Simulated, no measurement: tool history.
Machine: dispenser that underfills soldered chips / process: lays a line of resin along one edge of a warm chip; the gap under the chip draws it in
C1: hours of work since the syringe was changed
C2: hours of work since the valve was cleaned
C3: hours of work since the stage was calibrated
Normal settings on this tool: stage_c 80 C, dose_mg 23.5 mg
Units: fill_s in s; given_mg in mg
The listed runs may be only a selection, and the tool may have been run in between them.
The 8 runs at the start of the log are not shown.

At hour 46.6: new syringe of resin.
Run 9, hour 51.3: usual settings; C1 3; C2 88; C3 314. Result: fill_s 194.3 s, given_mg 21.92 mg.
At hour 57.5: new syringe of resin.
Run 10, hour 59.4: usual settings; C1 1; C2 93; C3 320. Result: fill_s 162.1 s, given_mg 21.99 mg.
Run 11, hour 66.1: usual settings but stage_c 72 C; C1 6; C2 98; C3 325. Result: fill_s 343.8 s, given_mg 21.71 mg.
At hour 68.6: new syringe of resin.
Run 12, hour 76.1: usual settings but stage_c 72 C; C1 5; C2 105; C3 331. Result: fill_s 319.9 s, given_mg 21.59 mg.
At hour 79.8: new syringe of resin.
Run 13, hour 81.9: usual settings but dose_mg 20.3 mg; C1 1; C2 108; C3 335. Result: fill_s 175.2 s, given_mg 18.8 mg.
Run 14, hour 90.2: usual settings but dose_mg 20.3 mg; C1 7; C2 114; C3 341. Result: fill_s 287.8 s, given_mg 18.69 mg.
At hour 91: new syringe of resin.
Run 15, hour 99.2: usual settings; C1 6; C2 120; C3 347. Result: fill_s 238.8 s, given_mg 21.52 mg.
At hour 102: new syringe of resin.
Run 16, hour 107.3: usual settings but dose_mg 28.5 mg; C1 4; C2 126; C3 353. Result: fill_s 186 s, given_mg 25.67 mg.
At hour 113.4: new syringe of resin.
Run 17, hour 118.8: usual settings but stage_c 77 C, dose_mg 25.7 mg; C1 4; C2 134; C3 361. Result: fill_s 223.3 s, given_mg 23.27 mg.
At hour 120.8: dispensing valve cleaned and set on the balance.
At hour 125.3: new syringe of resin.
Run 18, hour 127: usual settings but stage_c 84 C, dose_mg 30.6 mg; C1 1; C2 4; C3 366. Result: fill_s 127.6 s, given_mg 30.68 mg.
At hour 137: new syringe of resin.
Run 19, hour 138.3: usual settings but stage_c 84 C, dose_mg 30.6 mg; C1 1; C2 12; C3 373. Result: fill_s 127.6 s, given_mg 30.3 mg.
Run 20, hour 143.4: usual settings but stage_c 84 C, dose_mg 30.6 mg; C1 5; C2 15; C3 377. Result: fill_s 171.9 s, given_mg 30.24 mg.
At hour 148.1: new syringe of resin.
Run 21, hour 150.5: usual settings but stage_c 92 C, dose_mg 25 mg; C1 2; C2 20; C3 382. Result: fill_s 97.4 s, given_mg 24.76 mg.
Run 22, hour 155.8: usual settings but stage_c 92 C, dose_mg 25.5 mg; C1 5; C2 24; C3 385. Result: fill_s 134.7 s, given_mg 25.05 mg.
At hour 159.1: new syringe of resin.
Run 23, hour 166.4: usual settings but stage_c 81 C, dose_mg 24.6 mg; C1 5; C2 31; C3 393. Result: fill_s 208 s, given_mg 23.74 mg.
At hour 170.1: new syringe of resin.
Run 24, hour 177.6: usual settings but stage_c 81 C, dose_mg 24.6 mg; C1 5; C2 39; C3 400. Result: fill_s 210.8 s, given_mg 23.86 mg.
At hour 180.9: new syringe of resin.
Run 25, hour 186: usual settings but stage_c 81 C, dose_mg 26.8 mg; C1 4; C2 45; C3 406. Result: fill_s 176.5 s, given_mg 25.93 mg.
At hour 192.1: new syringe of resin.
Run 26, hour 192.9: usual settings but stage_c 81 C, dose_mg 26.8 mg; C1 1; C2 49; C3 411. Result: fill_s 140.6 s, given_mg 25.86 mg.
Run 27, hour 198.2: usual settings but stage_c 81 C, dose_mg 26.8 mg; C1 4; C2 53; C3 414. Result: fill_s 190.6 s, given_mg 25.83 mg.
At hour 203.1: new syringe of resin.
Run 28, hour 204.2: usual settings but stage_c 79 C, dose_mg 23.1 mg; C1 1; C2 57; C3 418. Result: fill_s 163.8 s, given_mg 21.94 mg.
At hour 214.1: new syringe of resin.
Run 29, hour 214.6: usual settings but stage_c 70 C, dose_mg 26.7 mg; C1 0; C2 64; C3 426. Result: fill_s 219 s, given_mg 25.52 mg.
Run 30, hour 221.5: usual settings but stage_c 70 C, dose_mg 26.7 mg; C1 5; C2 69; C3 430. Result: fill_s 330 s, given_mg 25.4 mg.
At hour 225.3: new syringe of resin.
Run 31, hour 229.3: usual settings but stage_c 70 C, dose_mg 26.7 mg; C1 3; C2 74; C3 436. Result: fill_s 272.8 s, given_mg 25.25 mg.

Alternative continuations, all from the tool just after run 31; predict every row:
At hour 236.1: new syringe of resin.
Run A, hour 240.5: usual settings but stage_c 68 C; C1 3; C2 82; C3 443. Result: fill_s ?, given_mg ?.
At hour 236.1: new syringe of resin.
Run B, hour 240.5: usual settings but stage_c 82 C, dose_mg 26.7 mg; C1 3; C2 82; C3 443. Result: fill_s ?, given_mg ?.
At hour 236.1: new syringe of resin.
Run C, hour 240.5: usual settings but stage_c 87 C, dose_mg 25.7 mg; C1 3; C2 82; C3 443. Result: fill_s ?, given_mg ?.

run  fill_s  given_mg
  A     297     22.14
  B   164.9     25.12
  C   137.7     24.29
Without the tool's unlogged condition, the same runs would have read:
run  fill_s  given_mg
  A     241     23.56
  B   134.2     26.73
  C   111.7     25.84
